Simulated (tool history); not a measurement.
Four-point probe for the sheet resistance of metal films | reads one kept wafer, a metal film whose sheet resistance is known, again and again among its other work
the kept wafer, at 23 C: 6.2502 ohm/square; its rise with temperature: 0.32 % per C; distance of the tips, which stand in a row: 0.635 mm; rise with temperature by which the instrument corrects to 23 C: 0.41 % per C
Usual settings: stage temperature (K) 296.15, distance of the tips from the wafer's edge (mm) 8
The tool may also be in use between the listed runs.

run	hour	stage temperature (K)	distance of the tips from the wafer's edge (mm)	sheet resistance as the instrument gives it (ohm/square)
1	0.0	296.15	8	6.336257
2	21.3	296.15	8	6.338153
3	35.0	303.15	8	6.298551
4	53.4	296.15	64	6.318184
5	69.9	296.15	64	6.318619
6	92.0	296.15	10	6.329964
7	104.2	296.15	8	6.344471
8	123.1	296.15	8	6.341549
9	147.1	296.15	8	6.341517
10	163.8	296.15	8	6.340616
11	177.5	296.15	8	6.343620
12	200.9	293.15	8	6.359313
13	216.1	293.15	8	6.361107
14	238.3	294.15	8	6.356239
15	260.2	296.15	8	6.345497
16	283.8	296.15	8	6.345661
17	301.9	296.15	8	6.347103
18	318.5	296.15	8	6.348273
19	334.6	296.15	8	6.347933
20	351.8	299.15	8	6.335653
21	366.8	298.15	8	6.338270
22	390.4	298.15	8	6.341675
# hour 392.4: stage's thermometer calibrated
23	409.1	298.15	15	6.325881
24	432.9	293.15	4	6.433877
25	454.7	305.15	23	6.285660
26	476.8	307.15	41	6.272955
# hour 485.1: stage's thermometer calibrated, once more
27	493.1	292.15	5	6.404180
28	508.3	292.15	5	6.405052
29	526.7	292.15	5	6.405620
30	542.4	298.15	13	6.327756
31	562.6	298.15	13	6.326728
32	585.8	302.15	8	6.321876
33	604.9	301.15	11	6.316450
34	621.5	306.15	9	6.294799
35	645.3	297.15	74	6.328465
36	664.0	296.15	42	6.334712
37	682.2	296.15	5	6.388072
38	703.2	296.15	5	6.390438
39	724.8	296.15	5	6.390560
40	747.6	295.15	4	6.428165
41	764.0	295.15	4	6.428138
42	786.9	297.15	21	6.335891
43	809.0	292.15	21	6.365264
44	826.7	292.15	8	6.384635
45	849.9	292.15	8	6.388036

3 ways to go on from here, each from the tool as it stands after run 45. What would each give?
A	874.2	300.15	22	?
B	874.2	302.15	9	?
C	874.2	307.15	31	?

run	sheet resistance as the instrument gives it (ohm/square)
A	6.321919
B	6.323836
C	6.284934
Without the tool's hidden state the same runs would have given:
run	sheet resistance as the instrument gives it (ohm/square)
A	6.230690
B	6.232603
C	6.194263
